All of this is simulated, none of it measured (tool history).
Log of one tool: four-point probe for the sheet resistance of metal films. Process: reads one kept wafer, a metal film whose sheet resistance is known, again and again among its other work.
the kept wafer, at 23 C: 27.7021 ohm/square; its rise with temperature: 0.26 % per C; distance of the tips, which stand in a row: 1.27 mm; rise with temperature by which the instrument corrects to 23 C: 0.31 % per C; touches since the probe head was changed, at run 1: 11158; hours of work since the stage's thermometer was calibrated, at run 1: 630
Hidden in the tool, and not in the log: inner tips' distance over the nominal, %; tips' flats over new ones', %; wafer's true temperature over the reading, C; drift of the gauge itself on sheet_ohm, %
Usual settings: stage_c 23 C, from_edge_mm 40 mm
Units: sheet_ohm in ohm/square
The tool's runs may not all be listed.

run	hour	stage_c	from_edge_mm	touches since the probe head was changed	hours of work since the stage's thermometer was calibrated	sheet_ohm
1	0	23	40	11158	630	27.713623
2	9.5	23	40	11618	636	27.708787
3	19.6	23	40	12109	642	27.723517
4	35.2	23	40	12867	650	27.709794
5	41.6	23	40	13175	654	27.716354
6	48.2	33	40	13497	658	27.568579
7	58.8	33	40	14014	664	27.571061
8	69.1	33	40	14513	670	27.564792
9	78.2	21	40	14951	675	27.745683
10	84.8	35	40	15274	679	27.538159
11	94.1	23	40	15725	684	27.707482
12	108.5	25	37	16422	692	27.69201
13	119.2	21	6	16942	698	28.39418
14	132.1	23	8	17567	705	28.070648
15	141.6	19	5	18029	711	28.706783
16	156.1	19	5	18734	719	28.689657
17	167	31	4	19264	725	28.997328
18	174.3	31	4	19617	729	29.003739
19	183.7	22	7	20071	735	28.207275

The next listed run, before its measurement:
20	193.2	22	7	20535	740	?

sheet_ohm: 28.204099 ohm/square
Without the tool's hidden state the same run would have given sheet_ohm 28.203586 ohm/square.
